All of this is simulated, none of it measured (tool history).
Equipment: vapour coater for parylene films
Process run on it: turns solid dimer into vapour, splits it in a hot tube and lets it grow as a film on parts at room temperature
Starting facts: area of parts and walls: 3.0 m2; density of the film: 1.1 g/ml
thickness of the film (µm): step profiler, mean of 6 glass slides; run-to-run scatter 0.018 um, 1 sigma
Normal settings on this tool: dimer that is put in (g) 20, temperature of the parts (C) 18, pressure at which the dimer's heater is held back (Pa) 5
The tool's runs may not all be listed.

run,hour,dimer that is put in (g),temperature of the parts (C),pressure at which the dimer's heater is held back (Pa),thickness of the film (µm)
1,0,20,18,5,3.02
# hour 12.5: trap's valve overhauled
2,59.7,20,18,5,3.18
3,102.7,20,18,5,3.21
4,155.3,20,18,5,3.17
5,219.9,20,18,5,3.15
6,278.7,20,18,5,3.15
7,320.6,20,18,5,3.15
8,362.3,19,18,5,3.01
9,391.4,19,18,5,2.99
10,433.3,19,18,5,2.94
11,470,19,18,5,2.95
12,511.4,19,18,5,2.95
13,544.5,20,18,5,3.12
14,602.9,20,18,5,3.08
15,668.2,20,18,4.79,3.09
16,720.8,20,18,4.79,3.12
17,754.1,20,19,5,2.98
# hour 803.5: trap's valve overhauled
18,826.1,20,15,5,3.45
19,875.4,20,18,5,3.18
20,932.9,20,18,5,3.19
21,971.8,20,18,5,3.19
22,1038.5,20,18,5,3.16
23,1098.4,20,18,5,3.19
24,1143.4,20,18,5,3.17
25,1213.3,18,26,2.5,2.69
26,1257.6,20,10,3.11,4.23
27,1318.7,17,16,4.06,2.92
28,1363.9,20,10,11.35,3.17
29,1420,20,10,11.35,3.17
30,1457.5,20,10,11.35,3.18
31,1499.7,20,10,11.35,3.13
32,1543.6,20,11,5,3.66
# hour 1594.6: trap's valve overhauled
33,1594.6,16,15,3.8,2.97
34,1643.1,15,19,2.59,2.72
35,1711.2,21,19,6.69,3.12
36,1775,20,12,5.05,3.76
37,1805.1,21,15,2.39,4.25
38,1838.5,21,15,2.39,4.3
39,1894.1,21,15,2.39,4.28
40,1945.4,20,17,5,3.27
41,1988.3,20,17,5,3.2
42,2035.4,36,17,5,5.82
43,2075.6,11,18,10.46,1.49
44,2134.5,11,18,10.46,1.45
45,2173.1,20,24,5,2.72
46,2226.8,20,24,5,2.69
47,2257.8,16,13,3.99,2.96

Forecast each of these 3 alternatives for the next run:
A,2324.2,12,23,3.12,?
B,2324.2,16,15,3.12,?
C,2324.2,20,12,5,?

run,thickness of the film (µm)
A,1.83
B,2.99
C,3.64
Take away the tool's hidden state, keep each run's random variation, and the runs would have read:
run,thickness of the film (µm)
A,1.87
B,3.07
C,3.73

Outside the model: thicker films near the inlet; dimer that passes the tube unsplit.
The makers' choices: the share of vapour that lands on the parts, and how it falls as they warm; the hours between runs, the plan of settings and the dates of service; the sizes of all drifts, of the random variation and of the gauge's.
